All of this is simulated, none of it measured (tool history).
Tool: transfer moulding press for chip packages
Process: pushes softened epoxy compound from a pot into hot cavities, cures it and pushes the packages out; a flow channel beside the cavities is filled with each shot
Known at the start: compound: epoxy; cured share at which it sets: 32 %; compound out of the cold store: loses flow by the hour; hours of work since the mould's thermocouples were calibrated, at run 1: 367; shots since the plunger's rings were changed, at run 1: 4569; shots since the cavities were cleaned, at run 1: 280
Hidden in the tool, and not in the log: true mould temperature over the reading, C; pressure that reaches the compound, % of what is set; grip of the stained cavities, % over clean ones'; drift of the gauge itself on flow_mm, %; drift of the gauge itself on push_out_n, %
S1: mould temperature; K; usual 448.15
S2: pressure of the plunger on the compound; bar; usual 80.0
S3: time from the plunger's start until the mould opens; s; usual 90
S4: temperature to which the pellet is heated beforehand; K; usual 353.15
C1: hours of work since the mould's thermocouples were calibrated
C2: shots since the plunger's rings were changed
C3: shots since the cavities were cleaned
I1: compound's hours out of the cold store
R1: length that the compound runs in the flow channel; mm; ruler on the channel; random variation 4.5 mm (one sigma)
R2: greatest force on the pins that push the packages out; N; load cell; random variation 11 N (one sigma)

{"run": 1, "hour": 0.0, "S1": 448.15, "S2": 80.0, "S3": 90, "S4": 353.15, "C1": 367, "C2": 4569, "C3": 280, "I1": 38.2, "R1": 710, "R2": 501}
{"hour": 16.6, "done": "cavities cleaned with cleaning compound and waxed"}
{"run": 2, "hour": 32.4, "S1": 448.15, "S2": 80.0, "S3": 90, "S4": 353.15, "C1": 385, "C2": 4944, "C3": 192, "I1": 44.2, "R1": 690, "R2": 491}
{"hour": 53.5, "done": "cavities cleaned with cleaning compound and waxed"}
{"run": 3, "hour": 76.2, "S1": 448.15, "S2": 80.0, "S3": 90, "S4": 353.15, "C1": 410, "C2": 5459, "C3": 276, "I1": 27.0, "R1": 749, "R2": 511}
{"hour": 82.7, "done": "mould's thermocouples calibrated"}
{"hour": 94.1, "done": "cavities cleaned with cleaning compound and waxed"}
{"run": 4, "hour": 104.2, "S1": 448.15, "S2": 80.0, "S3": 113, "S4": 353.15, "C1": 12, "C2": 5756, "C3": 123, "I1": 20.4, "R1": 782, "R2": 410}
{"hour": 130.9, "done": "cavities cleaned with cleaning compound and waxed"}
{"run": 5, "hour": 137.0, "S1": 448.15, "S2": 80.0, "S3": 90, "S4": 353.15, "C1": 30, "C2": 6136, "C3": 73, "I1": 26.0, "R1": 757, "R2": 527}
{"hour": 167.8, "done": "cavities cleaned with cleaning compound and waxed"}
{"run": 6, "hour": 177.6, "S1": 448.15, "S2": 80.0, "S3": 90, "S4": 345.15, "C1": 53, "C2": 6611, "C3": 119, "I1": 40.3, "R1": 702, "R2": 507}
{"hour": 182.5, "done": "plunger's sealing rings changed"}
{"hour": 207.3, "done": "cavities cleaned with cleaning compound and waxed"}
{"run": 7, "hour": 215.8, "S1": 443.15, "S2": 64.7, "S3": 90, "S4": 345.15, "C1": 73, "C2": 387, "C3": 104, "I1": 17.9, "R1": 725, "R2": 693}
{"hour": 245.7, "done": "cavities cleaned with cleaning compound and waxed"}
{"run": 8, "hour": 247.5, "S1": 448.15, "S2": 69.0, "S3": 90, "S4": 353.15, "C1": 91, "C2": 754, "C3": 22, "I1": 41.1, "R1": 650, "R2": 495}
{"run": 9, "hour": 278.6, "S1": 448.15, "S2": 69.0, "S3": 90, "S4": 353.15, "C1": 110, "C2": 1132, "C3": 400, "I1": 26.8, "R1": 696, "R2": 520}
{"hour": 282.5, "done": "cavities cleaned with cleaning compound and waxed"}
{"run": 10, "hour": 309.7, "S1": 448.15, "S2": 78.5, "S3": 72, "S4": 357.15, "C1": 127, "C2": 1491, "C3": 330, "I1": 20.3, "R1": 777, "R2": 856}
{"hour": 321.6, "done": "cavities cleaned with cleaning compound and waxed"}
{"run": 11, "hour": 343.8, "S1": 454.15, "S2": 80.0, "S3": 76, "S4": 348.15, "C1": 146, "C2": 1887, "C3": 269, "I1": 10.2, "R1": 812, "R2": 563}

Run 12 comes next. What will it give?
{"hour": 361.8, "done": "cavities cleaned with cleaning compound and waxed"}
{"run": 12, "hour": 368.9, "S1": 454.15, "S2": 80.0, "S3": 76, "S4": 348.15, "C1": 160, "C2": 2174, "C3": 86, "I1": 16.7, "R1": "?", "R2": "?"}

Run 12 gave R1 776 mm, R2 546 N.
Without the tool's hidden state the same run would have given R1 777 mm, R2 544 N.

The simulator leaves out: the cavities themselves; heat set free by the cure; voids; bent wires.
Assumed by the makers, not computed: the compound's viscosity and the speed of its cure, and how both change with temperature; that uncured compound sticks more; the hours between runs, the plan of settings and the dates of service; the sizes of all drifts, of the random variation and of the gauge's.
